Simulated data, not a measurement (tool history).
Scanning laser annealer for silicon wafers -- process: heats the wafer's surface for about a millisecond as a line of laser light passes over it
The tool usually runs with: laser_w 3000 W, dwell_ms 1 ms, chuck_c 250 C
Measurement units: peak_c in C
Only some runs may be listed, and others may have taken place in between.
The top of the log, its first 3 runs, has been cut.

{"run": 4, "hour": 56.1, "laser_w": 2871, "dwell_ms": 1, "chuck_c": 250, "peak_c": 918}
{"run": 5, "hour": 79.3, "laser_w": 3000, "dwell_ms": 1, "chuck_c": 250, "peak_c": 943}
{"run": 6, "hour": 102.2, "laser_w": 3000, "dwell_ms": 1, "chuck_c": 227, "peak_c": 923}
{"run": 7, "hour": 117.3, "laser_w": 3000, "dwell_ms": 1, "chuck_c": 243, "peak_c": 939}
{"run": 8, "hour": 137.8, "laser_w": 3000, "dwell_ms": 1, "chuck_c": 243, "peak_c": 937}
{"run": 9, "hour": 151.3, "laser_w": 3000, "dwell_ms": 1, "chuck_c": 243, "peak_c": 935}
{"run": 10, "hour": 168.6, "laser_w": 3000, "dwell_ms": 1, "chuck_c": 243, "peak_c": 934}
{"run": 11, "hour": 182.6, "laser_w": 3000, "dwell_ms": 1, "chuck_c": 243, "peak_c": 936}
{"run": 12, "hour": 194.5, "laser_w": 3000, "dwell_ms": 1, "chuck_c": 243, "peak_c": 934}
{"run": 13, "hour": 213.1, "laser_w": 3000, "dwell_ms": 1, "chuck_c": 250, "peak_c": 940}
{"run": 14, "hour": 226.3, "laser_w": 3000, "dwell_ms": 1, "chuck_c": 250, "peak_c": 940}
{"run": 15, "hour": 239.2, "laser_w": 3000, "dwell_ms": 1, "chuck_c": 250, "peak_c": 941}
{"run": 16, "hour": 255.7, "laser_w": 3000, "dwell_ms": 1, "chuck_c": 250, "peak_c": 940}
{"run": 17, "hour": 268.9, "laser_w": 3000, "dwell_ms": 1, "chuck_c": 250, "peak_c": 939}
{"run": 18, "hour": 284.7, "laser_w": 3000, "dwell_ms": 1, "chuck_c": 250, "peak_c": 935}
{"run": 19, "hour": 297.7, "laser_w": 3000, "dwell_ms": 1, "chuck_c": 255, "peak_c": 941}
{"run": 20, "hour": 315.3, "laser_w": 3000, "dwell_ms": 0.74, "chuck_c": 250, "peak_c": 844}
{"run": 21, "hour": 326.1, "laser_w": 3003, "dwell_ms": 1, "chuck_c": 250, "peak_c": 938}
{"run": 22, "hour": 348.8, "laser_w": 3193, "dwell_ms": 1, "chuck_c": 232, "peak_c": 958}
{"hour": 360.8, "done": "window over the wafer cleaned"}
{"run": 23, "hour": 366.1, "laser_w": 3193, "dwell_ms": 1, "chuck_c": 232, "peak_c": 1002}
{"run": 24, "hour": 383.7, "laser_w": 2939, "dwell_ms": 0.89, "chuck_c": 224, "peak_c": 893}
{"run": 25, "hour": 402.5, "laser_w": 3030, "dwell_ms": 0.71, "chuck_c": 262, "peak_c": 881}
{"run": 26, "hour": 413.7, "laser_w": 2764, "dwell_ms": 0.71, "chuck_c": 262, "peak_c": 824}
{"run": 27, "hour": 439.1, "laser_w": 2764, "dwell_ms": 0.71, "chuck_c": 262, "peak_c": 827}

What will run 28 give?
{"run": 28, "hour": 457.6, "laser_w": 2746, "dwell_ms": 1.1, "chuck_c": 220, "peak_c": "?"}

peak_c: 918 C
With no hidden state in the tool, this same run would have given peak_c 925 C.

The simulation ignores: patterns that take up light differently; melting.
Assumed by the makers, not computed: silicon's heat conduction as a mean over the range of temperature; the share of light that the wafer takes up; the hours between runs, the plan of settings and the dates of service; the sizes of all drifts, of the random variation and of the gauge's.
